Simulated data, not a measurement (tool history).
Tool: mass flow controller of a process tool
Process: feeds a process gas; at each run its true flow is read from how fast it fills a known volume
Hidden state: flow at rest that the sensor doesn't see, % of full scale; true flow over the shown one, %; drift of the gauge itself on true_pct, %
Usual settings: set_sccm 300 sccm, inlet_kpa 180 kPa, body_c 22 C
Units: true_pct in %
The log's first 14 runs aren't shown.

run     day  set_sccm  inlet_kpa  body_c  hours of work since the controller was set to zero  hours of work since the controller was changed  true_pct
 15  48.812       300        180      22                                                2651                                            2651     99.60
 16  52.796        51        233      36                                                2720                                            2720    101.64
 17  55.721       290        233      20                                                2770                                            2770     99.26
 18  57.758        93        141      20                                                2805                                            2805     99.28
 19  59.875        93        141      20                                                2842                                            2842     99.17
 20  64.062       109        141      40                                                2915                                            2915    101.55
 21  67.475       349        157      23                                                2974                                            2974    100.18
 22  69.496       349        157      23                                                3009                                            3009    100.16
 23  73.117       349        157      23                                                3071                                            3071    100.18
 24  76.112        50        212      23                                                3123                                            3123    100.62
 25  80.225       300        162      24                                                3194                                            3194    100.21
 26  82.783       300        162      24                                                3238                                            3238    100.03
 27  87.133       358        171      20                                                3314                                            3314     99.91
 28  90.212       464        229      32                                                3367                                            3367    101.80
 29  94.533       363        147      30                                                3442                                            3442    101.18
 30  98.612       300        180      22                                                3512                                            3512     99.89

3 ways to go on from here, each from the tool as it stands after run 30. What would each give?
  A  101.675       122        180      22                                                3565                                            3565         ?
  B  101.675        62        173      39                                                3565                                            3565         ?
  C  101.675       288        141      26                                                3565                                            3565         ?

run  true_pct
  A     99.67
  B    102.64
  C    100.61
Without the tool's hidden state the same runs would have given:
run  true_pct
  A     97.34
  B     98.99
  C     99.07
